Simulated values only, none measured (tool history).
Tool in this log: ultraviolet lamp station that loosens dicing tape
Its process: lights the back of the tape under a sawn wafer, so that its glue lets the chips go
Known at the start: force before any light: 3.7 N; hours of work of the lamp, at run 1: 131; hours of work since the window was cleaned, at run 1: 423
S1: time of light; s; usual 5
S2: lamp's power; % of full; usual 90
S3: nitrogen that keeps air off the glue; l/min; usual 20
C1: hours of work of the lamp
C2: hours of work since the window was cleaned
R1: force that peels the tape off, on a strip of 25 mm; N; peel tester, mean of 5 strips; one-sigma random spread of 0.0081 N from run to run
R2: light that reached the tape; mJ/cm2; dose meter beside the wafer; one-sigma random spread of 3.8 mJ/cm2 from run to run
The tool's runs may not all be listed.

| run | hour | S1 | S2 | S3 | C1 | C2 | R1 | R2 |
|---|---|---|---|---|---|---|---|---|
| 1 | 0 | 5 | 90 | 20 | 131 | 423 | 0.387 | 597 |
| 2 | 7.8 | 5 | 90 | 20 | 135 | 427 | 0.372 | 593 |
| 3 | 15.4 | 5 | 70 | 20 | 139 | 430 | 0.597 | 462 |
| 4 | 30.2 | 5 | 70 | 20 | 147 | 438 | 0.59 | 458 |
| 5 | 41 | 5 | 70 | 20 | 152 | 443 | 0.573 | 457 |
| 6 | 51.2 | 5 | 90 | 20 | 157 | 449 | 0.391 | 597 |
| 7 | 60.2 | 5 | 94 | 20 | 162 | 453 | 0.352 | 612 |
| 8 | 75.5 | 5 | 94 | 20 | 170 | 461 | 0.363 | 614 |
| 9 | 86.9 | 6 | 94 | 20 | 175 | 467 | 0.255 | 742 |
| 10 | 101.1 | 6 | 94 | 20 | 183 | 474 | 0.257 | 734 |
| 11 | 111.6 | 5 | 90 | 20 | 188 | 479 | 0.391 | 586 |
| 12 | 118.9 | 5 | 90 | 20 | 192 | 483 | 0.389 | 584 |
| 13 | 129.6 | 5 | 90 | 21 | 197 | 489 | 0.386 | 591 |
| 14 | 143.7 | 5 | 90 | 21 | 204 | 496 | 0.383 | 580 |
| 15 | 158.6 | 5 | 90 | 20 | 212 | 503 | 0.379 | 583 |
| 16 | 166.7 | 4 | 76 | 20 | 216 | 507 | 0.739 | 393 |
| 17 | 181.6 | 5 | 96 | 20 | 224 | 515 | 0.348 | 616 |
| 18 | 194 | 6 | 71 | 19 | 230 | 521 | 0.457 | 541 |
|  | 195.3 | window cleaned of glue's vapour |
| 19 | 207.3 | 6 | 71 | 19 | 236 | 6 | 0.488 | 519 |
| 20 | 217.1 | 4 | 71 | 21 | 241 | 11 | 0.914 | 342 |
| 21 | 232.8 | 9 | 84 | 35 | 249 | 19 | 0.151 | 925 |
|  | 239.7 | window cleaned of glue's vapour, once more |
| 22 | 242.7 | 9 | 84 | 35 | 254 | 2 | 0.138 | 1049 |
| 23 | 253.2 | 8 | 82 | 20 | 260 | 7 | 0.182 | 912 |
| 24 | 262.2 | 9 | 97 | 8 | 264 | 11 | 0.201 | 1210 |
| 25 | 269.1 | 7 | 90 | 20 | 268 | 15 | 0.177 | 868 |
| 26 | 279.7 | 7 | 90 | 20 | 273 | 20 | 0.197 | 872 |
| 27 | 291.2 | 7 | 90 | 20 | 279 | 26 | 0.197 | 870 |
| 28 | 305.5 | 3 | 61 | 20 | 286 | 34 | 1.303 | 255 |
| 29 | 320.4 | 3 | 73 | 20 | 294 | 41 | 1.042 | 301 |

Predict the results of run 30:
| 30 | 328 | 3 | 73 | 20 | 298 | 45 | ? | ? |

{"run 30": {"R1": 1.061, "R2": 301}}
With no hidden state in the tool, this same run would have given R1 0.997 N, R2 317 mJ/cm2.

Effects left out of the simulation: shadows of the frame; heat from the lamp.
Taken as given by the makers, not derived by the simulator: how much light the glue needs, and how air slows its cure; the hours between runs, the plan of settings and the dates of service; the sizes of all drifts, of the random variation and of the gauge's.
